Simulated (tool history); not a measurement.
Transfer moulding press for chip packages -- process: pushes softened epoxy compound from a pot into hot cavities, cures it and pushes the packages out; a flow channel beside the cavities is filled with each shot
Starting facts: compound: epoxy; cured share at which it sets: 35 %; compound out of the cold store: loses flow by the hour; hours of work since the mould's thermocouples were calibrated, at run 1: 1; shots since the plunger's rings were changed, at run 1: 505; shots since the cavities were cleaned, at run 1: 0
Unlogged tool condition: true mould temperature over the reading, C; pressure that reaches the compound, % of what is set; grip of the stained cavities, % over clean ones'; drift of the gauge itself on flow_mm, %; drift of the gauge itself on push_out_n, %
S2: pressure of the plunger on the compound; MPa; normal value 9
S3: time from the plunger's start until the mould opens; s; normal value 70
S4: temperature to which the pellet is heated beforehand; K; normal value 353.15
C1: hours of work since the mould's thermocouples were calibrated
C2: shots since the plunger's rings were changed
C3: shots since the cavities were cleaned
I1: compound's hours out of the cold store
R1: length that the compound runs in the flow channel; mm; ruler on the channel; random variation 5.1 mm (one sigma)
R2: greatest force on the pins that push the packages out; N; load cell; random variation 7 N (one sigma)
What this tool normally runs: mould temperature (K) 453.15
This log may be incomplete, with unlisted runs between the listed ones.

{"run": 1, "hour": 0.0, "mould temperature (K)": 453.15, "S2": 9, "S3": 70, "S4": 353.15, "C1": 1, "C2": 505, "C3": 0, "I1": 24.4, "R1": 541, "R2": 309}
{"run": 2, "hour": 82.3, "mould temperature (K)": 453.15, "S2": 9, "S3": 70, "S4": 353.15, "C1": 45, "C2": 1454, "C3": 949, "I1": 12, "R1": 556, "R2": 545}
{"hour": 89.6, "done": "cavities cleaned with cleaning compound and waxed"}
{"run": 3, "hour": 148.7, "mould temperature (K)": 453.15, "S2": 9, "S3": 70, "S4": 353.15, "C1": 80, "C2": 2201, "C3": 681, "I1": 33.9, "R1": 482, "R2": 483}
{"hour": 177.2, "done": "cavities cleaned with cleaning compound and waxed"}
{"hour": 212.9, "done": "plunger's sealing rings changed"}
{"run": 4, "hour": 230.9, "mould temperature (K)": 453.15, "S2": 9, "S3": 70, "S4": 353.15, "C1": 122, "C2": 207, "C3": 589, "I1": 19.5, "R1": 540, "R2": 477}
{"hour": 271.0, "done": "cavities cleaned with cleaning compound and waxed"}
{"run": 5, "hour": 313.7, "mould temperature (K)": 453.15, "S2": 9, "S3": 71, "S4": 353.15, "C1": 166, "C2": 1144, "C3": 492, "I1": 26.8, "R1": 525, "R2": 451}
{"hour": 360.4, "done": "cavities cleaned with cleaning compound and waxed"}
{"run": 6, "hour": 408.4, "mould temperature (K)": 453.15, "S2": 9, "S3": 71, "S4": 353.15, "C1": 216, "C2": 2217, "C3": 552, "I1": 17.5, "R1": 526, "R2": 465}
{"hour": 448.5, "done": "cavities cleaned with cleaning compound and waxed"}
{"hour": 465.4, "done": "plunger's sealing rings changed"}
{"run": 7, "hour": 502.6, "mould temperature (K)": 453.15, "S2": 10.87, "S3": 62, "S4": 353.15, "C1": 264, "C2": 428, "C3": 594, "I1": 32.5, "R1": 551, "R2": 571}
{"hour": 545.2, "done": "cavities cleaned with cleaning compound and waxed"}
{"run": 8, "hour": 573.4, "mould temperature (K)": 453.15, "S2": 6.92, "S3": 62, "S4": 353.15, "C1": 301, "C2": 1226, "C3": 324, "I1": 43.4, "R1": 420, "R2": 449}
{"hour": 596.7, "done": "mould's thermocouples calibrated"}
{"hour": 638.2, "done": "cavities cleaned with cleaning compound and waxed"}
{"run": 9, "hour": 639.9, "mould temperature (K)": 453.15, "S2": 6.92, "S3": 62, "S4": 353.15, "C1": 22, "C2": 1952, "C3": 19, "I1": 16, "R1": 473, "R2": 393}
{"run": 10, "hour": 683.9, "mould temperature (K)": 453.15, "S2": 9, "S3": 85, "S4": 353.15, "C1": 46, "C2": 2459, "C3": 526, "I1": 38.8, "R1": 488, "R2": 380}
{"hour": 717.6, "done": "plunger's sealing rings changed"}
{"hour": 728.5, "done": "cavities cleaned with cleaning compound and waxed"}
{"run": 11, "hour": 728.5, "mould temperature (K)": 453.15, "S2": 9, "S3": 53, "S4": 360.15, "C1": 68, "C2": 108, "C3": 0, "I1": 29.7, "R1": 521, "R2": 505}
{"run": 12, "hour": 770.2, "mould temperature (K)": 459.15, "S2": 10.2, "S3": 53, "S4": 360.15, "C1": 90, "C2": 589, "C3": 481, "I1": 23.3, "R1": 548, "R2": 494}

Alternative continuations, all from the tool just after run 12; predict every row:
{"hour": 818.8, "done": "cavities cleaned with cleaning compound and waxed"}
{"run": "A", "hour": 841.2, "mould temperature (K)": 459.15, "S2": 7.65, "S3": 66, "S4": 360.15, "C1": 128, "C2": 1389, "C3": 258, "I1": 19.1, "R1": "?", "R2": "?"}
{"hour": 818.8, "done": "cavities cleaned with cleaning compound and waxed"}
{"run": "B", "hour": 841.2, "mould temperature (K)": 453.15, "S2": 9.6, "S3": 70, "S4": 353.15, "C1": 128, "C2": 1389, "C3": 258, "I1": 43, "R1": "?", "R2": "?"}
{"hour": 818.8, "done": "cavities cleaned with cleaning compound and waxed"}
{"run": "C", "hour": 841.2, "mould temperature (K)": 459.15, "S2": 10.2, "S3": 81, "S4": 358.15, "C1": 128, "C2": 1389, "C3": 258, "I1": 12.8, "R1": "?", "R2": "?"}

run=A R1=484 R2=322
run=B R1=492 R2=386
run=C R1=575 R2=319
Take away the tool's hidden state, keep each run's random variation, and the runs would have read:
run=A R1=499 R2=236
run=B R1=506 R2=286
run=C R1=592 R2=233
